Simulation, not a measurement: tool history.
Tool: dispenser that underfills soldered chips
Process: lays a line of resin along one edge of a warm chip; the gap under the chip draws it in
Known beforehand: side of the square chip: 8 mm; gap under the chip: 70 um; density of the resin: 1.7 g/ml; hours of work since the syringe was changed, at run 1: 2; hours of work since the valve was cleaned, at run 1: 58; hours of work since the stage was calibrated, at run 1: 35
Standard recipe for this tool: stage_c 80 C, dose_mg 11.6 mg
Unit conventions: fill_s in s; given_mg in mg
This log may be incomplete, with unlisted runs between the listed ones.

run	day	stage_c	dose_mg	hours of work since the syringe was changed	hours of work since the valve was cleaned	hours of work since the stage was calibrated	fill_s	given_mg
1	0.000	80	11.6	2	58	35	10.7	11.01
2	0.125	80	11.6	4	60	37	12.4	10.96
3	0.300	66	11.6	7	63	40	24.9	10.95
# day 0.325: new syringe of resin
4	0.512	66	11.6	3	67	44	19.6	10.87
5	0.646	66	11.6	5	69	46	23.4	10.89
# day 0.775: new syringe of resin
6	0.821	66	11.6	1	72	49	17.2	10.95
7	1.004	66	11.6	4	75	52	20.5	10.75
# day 1.229: new syringe of resin
8	1.242	80	11.6	0	79	55	9.8	10.84
# day 1.362: dispensing valve cleaned and set on the balance
9	1.467	80	13.4	3	2	59	11.6	13.45
10	1.604	80	13.4	6	4	61	13.7	13.33
# day 1.717: new syringe of resin
11	1.825	80	11.6	2	8	64	11.1	11.49
12	2.046	80	11.6	6	11	68	13.7	11.48
# day 2.162: new syringe of resin
13	2.217	91	14.2	1	14	71	6.6	13.95
14	2.321	77	10.9	3	16	73	13.2	10.63
15	2.429	77	10.9	5	18	75	14.8	10.71
16	2.525	83	10.5	6	19	76	13.2	10.31
# day 2.625: new syringe of resin
17	2.717	83	10.5	2	22	79	10.3	10.36
18	2.917	86	14.0	5	26	83	10.3	13.81
# day 3.075: new syringe of resin
19	3.112	89	10.0	1	29	86	8.1	9.67
20	3.308	89	10.0	4	32	89	9.2	9.68
21	3.471	89	10.0	7	35	92	10.4	9.73
# day 3.529: new syringe of resin
22	3.692	90	11.6	3	39	95	8.1	11.24
23	3.838	86	14.6	5	41	98	10.9	13.93
# day 3.975: new syringe of resin
24	4.058	73	12.7	1	45	101	13.5	12.27

Measured less the same run without the tool's hidden state. The same run-to-run variation is in both; the gauge's scatter may not be:
Hidden conditions of the tool in this case: resin's viscosity, % of fresh resin's; dose that the valve gives, % of what is set; true chip temperature over the reading, C; drift of the gauge itself on fill_s, %; drift of the gauge itself on given_mg, %.
run	fill_s	given_mg
1	+1.3	-0.60
2	+2.8	-0.63
3	+8.6	-0.66
4	+3.8	-0.69
5	+6.8	-0.71
6	+1.1	-0.75
7	+4.5	-0.77
8	+0.3	-0.82
9	+2.2	-0.03
10	+4.0	-0.06
11	+1.3	-0.09
12	+4.0	-0.13
13	+0.5	-0.19
14	+2.3	-0.16
15	+3.6	-0.18
16	+4.3	-0.19
17	+1.1	-0.22
18	+2.8	-0.34
19	+0.4	-0.27
20	+2.1	-0.29
21	+3.7	-0.31
22	+1.4	-0.40
23	+3.2	-0.54
24	+1.6	-0.51
